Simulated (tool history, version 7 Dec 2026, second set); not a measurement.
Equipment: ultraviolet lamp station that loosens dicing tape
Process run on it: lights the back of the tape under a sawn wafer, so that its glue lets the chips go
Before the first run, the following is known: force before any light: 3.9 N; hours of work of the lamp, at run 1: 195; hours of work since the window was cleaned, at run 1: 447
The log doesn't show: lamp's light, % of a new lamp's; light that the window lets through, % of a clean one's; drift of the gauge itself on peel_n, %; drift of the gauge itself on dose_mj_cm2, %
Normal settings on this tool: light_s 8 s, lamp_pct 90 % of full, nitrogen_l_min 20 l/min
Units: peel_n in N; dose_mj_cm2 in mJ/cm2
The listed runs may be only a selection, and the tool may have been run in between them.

run,hour,light_s,lamp_pct,nitrogen_l_min,hours of work of the lamp,hours of work since the window was cleaned,peel_n,dose_mj_cm2
1,0.0,8,90,20,195,447,0.391,327
2,34.8,8,82,20,220,472,0.469,290
3,70.0,8,82,20,245,497,0.524,286
4,89.8,8,82,20,259,512,0.505,280
5,126.5,8,90,33,286,538,0.321,306
6,155.9,8,90,33,307,559,0.347,301
7,187.9,8,90,33,330,582,0.352,289
8,210.4,8,90,33,346,598,0.371,290
9,235.3,8,90,20,364,616,0.500,287
10,260.0,8,90,20,382,634,0.524,280
11,290.5,6,93,7,404,656,1.317,214
# hour 313.4: window cleaned of glue's vapour
12,325.9,16,61,12,429,9,0.315,428
13,352.9,8,87,20,448,28,0.461,300
14,388.7,8,87,20,474,54,0.479,294
15,415.1,8,92,29,493,73,0.359,307
16,446.1,8,92,29,515,96,0.355,302
17,476.5,8,92,29,537,117,0.367,296

What will run 18 give?
18,497.1,8,66,19,552,132,?,?

peel_n: 0.866 N
dose_mj_cm2: 209 mJ/cm2
Minus the tool's unlogged condition, the same run would have read peel_n 0.515 N, dose_mj_cm2 287 mJ/cm2.
